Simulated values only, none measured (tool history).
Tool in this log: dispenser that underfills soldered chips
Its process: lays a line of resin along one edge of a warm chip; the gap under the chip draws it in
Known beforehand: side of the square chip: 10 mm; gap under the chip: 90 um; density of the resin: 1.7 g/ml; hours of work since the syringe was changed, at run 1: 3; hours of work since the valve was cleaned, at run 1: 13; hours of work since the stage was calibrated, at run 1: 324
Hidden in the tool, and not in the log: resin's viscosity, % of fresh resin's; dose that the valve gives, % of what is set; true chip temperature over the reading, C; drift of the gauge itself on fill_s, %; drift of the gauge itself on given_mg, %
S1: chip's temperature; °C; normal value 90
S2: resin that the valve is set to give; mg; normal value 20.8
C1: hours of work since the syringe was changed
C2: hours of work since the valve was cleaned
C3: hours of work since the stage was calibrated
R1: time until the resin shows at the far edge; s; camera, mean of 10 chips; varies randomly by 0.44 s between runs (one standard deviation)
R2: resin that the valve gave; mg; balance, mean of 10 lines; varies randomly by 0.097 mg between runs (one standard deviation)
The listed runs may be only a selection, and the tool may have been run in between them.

run 1 day=0.000 | S1=90 S2=20.8 | C1=3 C2=13 C3=324 | R1=39.5 R2=20.54
run 2 day=0.288 | S1=90 S2=19.7 | C1=8 C2=19 C3=329 | R1=53.7 R2=19.28
-- day=0.483 new syringe of resin
run 3 day=0.738 | S1=90 S2=19.7 | C1=5 C2=27 C3=337 | R1=43.0 R2=19.59
-- day=1.100 new syringe of resin
run 4 day=1.179 | S1=90 S2=20.8 | C1=1 C2=35 C3=345 | R1=36.7 R2=20.39
run 5 day=1.483 | S1=97 S2=20.8 | C1=7 C2=40 C3=351 | R1=41.1 R2=20.21
-- day=1.717 new syringe of resin
run 6 day=2.033 | S1=97 S2=20.8 | C1=6 C2=50 C3=361 | R1=38.9 R2=20.18
-- day=2.325 new syringe of resin
run 7 day=2.404 | S1=90 S2=20.8 | C1=1 C2=57 C3=368 | R1=37.0 R2=20.08
run 8 day=2.900 | S1=90 S2=20.8 | C1=11 C2=66 C3=377 | R1=63.0 R2=19.94
-- day=2.946 new syringe of resin
run 9 day=3.338 | S1=90 S2=25.6 | C1=7 C2=74 C3=385 | R1=49.4 R2=24.35
-- day=3.550 new syringe of resin
run 10 day=3.867 | S1=90 S2=25.6 | C1=6 C2=84 C3=394 | R1=45.4 R2=24.22
-- day=4.171 new syringe of resin
run 11 day=4.279 | S1=90 S2=18.1 | C1=2 C2=91 C3=402 | R1=39.9 R2=16.89
run 12 day=4.533 | S1=90 S2=18.1 | C1=7 C2=96 C3=406 | R1=53.0 R2=16.79
-- day=4.812 new syringe of resin
run 13 day=4.862 | S1=98 S2=20.8 | C1=1 C2=102 C3=412 | R1=28.6 R2=19.48
run 14 day=5.121 | S1=98 S2=20.8 | C1=6 C2=107 C3=417 | R1=37.1 R2=19.19
-- day=5.304 dispensing valve cleaned and set on the balance
-- day=5.467 new syringe of resin
run 15 day=5.646 | S1=98 S2=20.8 | C1=3 C2=6 C3=426 | R1=33.3 R2=20.69
run 16 day=6.004 | S1=90 S2=20.8 | C1=10 C2=13 C3=433 | R1=60.3 R2=20.52
-- day=6.096 new syringe of resin
run 17 day=6.296 | S1=90 S2=21.0 | C1=4 C2=18 C3=438 | R1=42.5 R2=20.65
run 18 day=6.642 | S1=86 S2=22.3 | C1=10 C2=24 C3=444 | R1=66.7 R2=21.90
-- day=6.721 new syringe of resin
run 19 day=7.158 | S1=86 S2=22.3 | C1=8 C2=34 C3=454 | R1=60.6 R2=21.65
-- day=7.354 new syringe of resin
run 20 day=7.458 | S1=79 S2=26.6 | C1=2 C2=39 C3=459 | R1=53.4 R2=25.92
run 21 day=7.692 | S1=79 S2=26.6 | C1=6 C2=43 C3=463 | R1=67.2 R2=25.90
-- day=7.783 stage's temperature calibrated
-- day=8.004 new syringe of resin
run 22 day=8.204 | S1=99 S2=21.0 | C1=4 C2=52 C3=8 | R1=30.0 R2=20.30
-- day=8.612 new syringe of resin
run 23 day=8.725 | S1=99 S2=21.0 | C1=2 C2=61 C3=17 | R1=27.1 R2=20.01
run 24 day=8.992 | S1=99 S2=21.0 | C1=7 C2=66 C3=22 | R1=36.3 R2=20.05
-- day=9.233 new syringe of resin
run 25 day=9.504 | S1=99 S2=21.0 | C1=5 C2=76 C3=31 | R1=33.4 R2=19.97
-- day=9.838 new syringe of resin
run 26 day=9.896 | S1=90 S2=26.3 | C1=1 C2=83 C3=38 | R1=33.1 R2=25.06
run 27 day=10.188 | S1=90 S2=26.3 | C1=6 C2=88 C3=44 | R1=44.8 R2=24.81
-- day=10.462 new syringe of resin
run 28 day=10.604 | S1=102 S2=18.3 | C1=3 C2=96 C3=51 | R1=28.5 R2=17.27
run 29 day=10.979 | S1=102 S2=18.3 | C1=10 C2=102 C3=58 | R1=42.7 R2=17.04
-- day=11.071 new syringe of resin
-- day=11.438 dispensing valve cleaned and set on the balance
run 30 day=11.500 | S1=97 S2=24.6 | C1=7 C2=1 C3=67 | R1=38.0 R2=24.65
-- day=11.750 new syringe of resin
run 31 day=12.000 | S1=90 S2=21.2 | C1=5 C2=10 C3=76 | R1=41.4 R2=21.06
run 32 day=12.267 | S1=96 S2=19.6 | C1=10 C2=15 C3=81 | R1=48.1 R2=19.65
-- day=12.354 new syringe of resin
run 33 day=12.738 | S1=90 S2=17.7 | C1=7 C2=24 C3=89 | R1=49.6 R2=17.54
-- day=12.979 new syringe of resin
run 34 day=13.042 | S1=101 S2=18.2 | C1=1 C2=29 C3=95 | R1=26.0 R2=17.98

Selected run-to-run steps in R1, each split into two signed amounts: the part the tool would show with no hidden state at all (from settings, incoming material and random variation), and the remainder, which goes to the hidden state together with any gauge scatter not common to the measured and the hidden-state-free results:
Run 7 -> 8: nothing adjusted, nothing logged. R1 +26.0 s: hidden state +25.1, all else +0.9.
Run 15 -> 16: S1 98 -> 90. R1 +27.0 s: hidden state +20.7, all else +6.3.
Run 17 -> 18: S1 90 -> 86, S2 21.0 -> 22.3. R1 +24.2 s: hidden state +21.4, all else +2.8.
Run 21 -> 22: S1 79 -> 99, S2 26.6 -> 21.0, stage's temperature calibrated, new syringe of resin. R1 -37.2 s: hidden state -18.8, all else -18.4.

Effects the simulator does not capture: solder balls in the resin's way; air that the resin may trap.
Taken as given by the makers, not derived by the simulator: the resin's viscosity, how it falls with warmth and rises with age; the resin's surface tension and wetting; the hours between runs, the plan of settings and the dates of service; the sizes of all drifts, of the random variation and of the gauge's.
